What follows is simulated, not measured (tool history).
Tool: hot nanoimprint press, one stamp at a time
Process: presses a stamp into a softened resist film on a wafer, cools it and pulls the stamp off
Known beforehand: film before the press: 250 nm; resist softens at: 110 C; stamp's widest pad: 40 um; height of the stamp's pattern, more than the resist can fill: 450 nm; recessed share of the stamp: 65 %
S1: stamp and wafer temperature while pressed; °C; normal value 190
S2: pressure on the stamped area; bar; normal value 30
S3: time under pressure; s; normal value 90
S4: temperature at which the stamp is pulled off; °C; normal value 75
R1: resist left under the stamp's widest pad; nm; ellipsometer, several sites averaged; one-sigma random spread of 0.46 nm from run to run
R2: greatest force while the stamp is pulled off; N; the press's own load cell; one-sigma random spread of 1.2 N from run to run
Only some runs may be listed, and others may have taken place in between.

run	hour	S1	S2	S3	S4	R1	R2
1	0	190	30	90	75	139.7	142
2	8.1	190	30	90	75	140	142
3	20.7	190	30	90	75	139.9	142
4	32.9	190	30	113	75	131	141
5	40.9	190	30	113	75	130.7	143
6	51.1	190	30	113	75	131	141
7	63.4	190	30	113	75	130.4	140
8	70.3	190	30	90	67	139.5	147
9	80.8	190	30	70	67	150.1	148
10	92.1	190	30	90	75	139.7	140
11	104.3	190	30	90	75	139.5	143
12	114.2	190	30	110	75	130.3	139
13	121.6	191	30	110	75	127.8	141
14	127.2	191	30	110	75	127.5	143
15	138.6	191	30	110	75	127.8	141
16	149.2	191	30	110	75	128	141
17	159.8	191	30	110	75	127.6	140
18	170.2	190	25.8	90	69	148.5	144
19	176.3	180	41.7	50	68	172.2	148
20	185.6	200	41.7	50	68	116.6	147
21	190.8	190	33	90	75	131.9	142
22	198.5	196	33	90	67	117.1	149
23	210.1	190	37	59	80	141.4	135
24	222.2	192	31.7	45	74	158	144
25	227.5	180	20.4	104	75	185	143
26	233.8	190	25.2	60	75	166.2	142
27	239.2	199	25.1	72	83	134.8	135
28	248.5	195	19.7	72	83	160.6	131
29	253.6	195	40.5	58	83	123.7	134
30	271.8	195	40.5	58	83	124.2	132

Not shown here: 2 entries made in the log between runs. Locate each between two listed runs and compare the hidden state at the listed run before it with the hidden state at the listed run after it:
From run 6 to run 7: stamp cleaned and given a new release coat (hour 58.1)
  grip of the stamp's worn release coat, % over a new coat's: 0.3 -> 0; drift of the gauge itself on residual_nm, %: -0.4 -> -0.45
  measured value less the no-hidden-state value, R1: -0.6 -> -0.7 nm
From run 29 to run 30: stamp cleaned and given a new release coat (hour 265)
  grip of the stamp's worn release coat, % over a new coat's: 0.2 -> 0; drift of the gauge itself on residual_nm, %: -1.94 -> -2.03
  measured value less the no-hidden-state value, R1: -2.5 -> -2.6 nm
